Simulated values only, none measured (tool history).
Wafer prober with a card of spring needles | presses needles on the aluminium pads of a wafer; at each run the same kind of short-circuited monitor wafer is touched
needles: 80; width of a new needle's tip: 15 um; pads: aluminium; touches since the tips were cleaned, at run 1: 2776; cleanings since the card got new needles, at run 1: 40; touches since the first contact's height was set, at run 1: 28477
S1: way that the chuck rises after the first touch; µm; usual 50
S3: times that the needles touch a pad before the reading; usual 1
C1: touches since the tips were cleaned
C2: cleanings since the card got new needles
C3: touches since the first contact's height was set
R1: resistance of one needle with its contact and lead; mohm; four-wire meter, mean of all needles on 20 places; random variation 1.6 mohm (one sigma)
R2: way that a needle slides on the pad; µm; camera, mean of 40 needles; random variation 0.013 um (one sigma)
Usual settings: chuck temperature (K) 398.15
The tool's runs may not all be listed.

Run 1, hour 0: usual settings; C1 2776; C2 40; C3 28477. Result: R1 155 mohm, R2 10.18 µm.
At hour 7.3: tips cleaned on abrasive film.
Run 2, hour 8.9: usual settings; C1 917; C2 41; C3 33554. Result: R1 152 mohm, R2 10.18 µm.
Run 3, hour 18.3: usual settings; C1 6318; C2 41; C3 38955. Result: R1 154 mohm, R2 10.16 µm.
At hour 19.3: tips cleaned on abrasive film.
Run 4, hour 28.9: usual settings; C1 5530; C2 42; C3 45029. Result: R1 153 mohm, R2 10.18 µm.
At hour 31.8: tips cleaned on abrasive film.
Run 5, hour 38.4: usual settings; C1 3773; C2 43; C3 50415. Result: R1 154 mohm, R2 10.18 µm.
At hour 44.2: tips cleaned on abrasive film.
Run 6, hour 48.6: usual settings but S1 30 µm; C1 2558; C2 44; C3 56269. Result: R1 168 mohm, R2 6.09 µm.
At hour 56.7: tips cleaned on abrasive film.
Run 7, hour 58.2: usual settings but S1 30 µm; C1 852; C2 45; C3 61715. Result: R1 167 mohm, R2 6.1 µm.
At hour 69.4: tips cleaned on abrasive film.
At hour 69.7: height of the first contact set anew.
Run 8, hour 74.9: usual settings but S1 30 µm; C1 2975; C2 46; C3 2975. Result: R1 170 mohm, R2 6.11 µm.
At hour 82.7: tips cleaned on abrasive film.
Run 9, hour 91.5: usual settings but S1 30 µm; C1 5087; C2 47; C3 12517. Result: R1 169 mohm, R2 6.11 µm.
At hour 95.4: tips cleaned on abrasive film.
Run 10, hour 104: usual settings; C1 4970; C2 48; C3 19669. Result: R1 153 mohm, R2 10.17 µm.
At hour 108.3: tips cleaned on abrasive film.
Run 11, hour 117.1: usual settings but S1 35 µm; C1 5057; C2 49; C3 27130. Result: R1 165 mohm, R2 7.12 µm.
At hour 121.3: tips cleaned on abrasive film.
Run 12, hour 128.3: usual settings; C1 4003; C2 50; C3 33522. Result: R1 155 mohm, R2 10.17 µm.
At hour 133.9: tips cleaned on abrasive film.
Run 13, hour 143.1: usual settings but S1 61 µm; C1 5319; C2 51; C3 42031. Result: R1 150 mohm, R2 12.43 µm.
At hour 146.5: tips cleaned on abrasive film.
Run 14, hour 157.1: usual settings but S1 68 µm; C1 6146; C2 52; C3 50038. Result: R1 147 mohm, R2 13.87 µm.
At hour 159.5: tips cleaned on abrasive film.
At hour 171.7: tips cleaned on abrasive film.
Run 15, hour 171.9: usual settings but S1 68 µm; C1 68; C2 54; C3 58403. Result: R1 152 mohm, R2 13.83 µm.
Run 16, hour 181.7: usual settings but S1 68 µm; C1 5756; C2 54; C3 64091. Result: R1 149 mohm, R2 13.83 µm.
At hour 184.7: tips cleaned on abrasive film.
At hour 189.4: height of the first contact set anew.
Run 17, hour 190.5: usual settings but S1 39 µm; C1 3171; C2 55; C3 651. Result: R1 157 mohm, R2 7.95 µm.
At hour 198.1: tips cleaned on abrasive film.
Run 18, hour 203.1: usual settings but S1 39 µm; C1 2910; C2 56; C3 7862. Result: R1 160 mohm, R2 7.93 µm.
At hour 211: tips cleaned on abrasive film.
Run 19, hour 213.8: usual settings but S1 44 µm, chuck temperature (K) 333.15; C1 1606; C2 57; C3 13961. Result: R1 144 mohm, R2 8.96 µm.
At hour 223: tips cleaned on abrasive film.
Run 20, hour 228.3: usual settings but S1 45 µm, S3 2; C1 3011; C2 58; C3 22243. Result: R1 157 mohm, R2 9.17 µm.
At hour 236.3: tips cleaned on abrasive film.
Run 21, hour 240.7: usual settings but S1 34 µm, chuck temperature (K) 382.15; C1 2564; C2 59; C3 29374. Result: R1 161 mohm, R2 6.93 µm.
At hour 248.7: tips cleaned on abrasive film.
Run 22, hour 252.7: usual settings but S1 61 µm, chuck temperature (K) 327.15; C1 2303; C2 60; C3 36226. Result: R1 137 mohm, R2 12.43 µm.
At hour 261.4: tips cleaned on abrasive film.
Run 23, hour 269.1: usual settings but S1 61 µm, chuck temperature (K) 327.15; C1 4400; C2 61; C3 45569. Result: R1 139 mohm, R2 12.42 µm.
At hour 274.1: tips cleaned on abrasive film.
Run 24, hour 281.5: usual settings but S1 61 µm, chuck temperature (K) 327.15; C1 4265; C2 62; C3 52706. Result: R1 138 mohm, R2 12.4 µm.
At hour 286.5: tips cleaned on abrasive film.
Run 25, hour 295.9: usual settings but S1 61 µm, chuck temperature (K) 327.15; C1 5407; C2 63; C3 60896. Result: R1 140 mohm, R2 12.4 µm.
At hour 299.2: tips cleaned on abrasive film.
Run 26, hour 302.9: usual settings but S1 31 µm, chuck temperature (K) 329.15; C1 2159; C2 64; C3 64914. Result: R1 155 mohm, R2 6.31 µm.
At hour 308.6: height of the first contact set anew.
At hour 312.3: tips cleaned on abrasive film.
Run 27, hour 313.7: usual settings but S1 49 µm, chuck temperature (K) 302.15, S3 2; C1 858; C2 65; C3 2898. Result: R1 136 mohm, R2 10 µm.
At hour 324.9: tips cleaned on abrasive film.
Run 28, hour 325.7: usual settings but S1 36 µm, chuck temperature (K) 344.15, S3 2; C1 470; C2 66; C3 9732. Result: R1 152 mohm, R2 7.33 µm.
At hour 336.9: tips cleaned on abrasive film.
Run 29, hour 339.7: usual settings but S1 36 µm, chuck temperature (K) 344.15, S3 2; C1 1616; C2 67; C3 17736. Result: R1 151 mohm, R2 7.32 µm.
Run 30, hour 348.5: usual settings but chuck temperature (K) 308.15; C1 6680; C2 67; C3 22800. Result: R1 136 mohm, R2 10.18 µm.
At hour 349.9: tips cleaned on abrasive film.
Run 31, hour 361.1: usual settings but chuck temperature (K) 323.15, S3 3; C1 6444; C2 68; C3 30019. Result: R1 139 mohm, R2 10.17 µm.
At hour 362.1: tips cleaned on abrasive film.
Run 32, hour 371.5: usual settings but S1 47 µm, chuck temperature (K) 301.15, S3 3; C1 5381; C2 69; C3 35920. Result: R1 137 mohm, R2 9.57 µm.

3 ways to go on from here, each from the tool as it stands after run 32. What would each give?
At hour 375.4: tips cleaned on abrasive film.
Run A, hour 386: usual settings but S1 54 µm, chuck temperature (K) 354.15; C1 6119; C2 70; C3 44235. Result: R1 ?, R2 ?.
At hour 375.4: tips cleaned on abrasive film.
Run B, hour 386: usual settings but S1 46 µm, chuck temperature (K) 353.15, S3 2; C1 6119; C2 70; C3 44235. Result: R1 ?, R2 ?.
At hour 375.4: tips cleaned on abrasive film.
Run C, hour 386: usual settings but chuck temperature (K) 356.15, S3 2; C1 6119; C2 70; C3 44235. Result: R1 ?, R2 ?.

run   R1     R2
  A  146     11
  B  147   9.37
  C  147  10.18
Without the tool's hidden state the same runs would have given:
run   R1     R2
  A  145     11
  B  147   9.37
  C  146  10.18
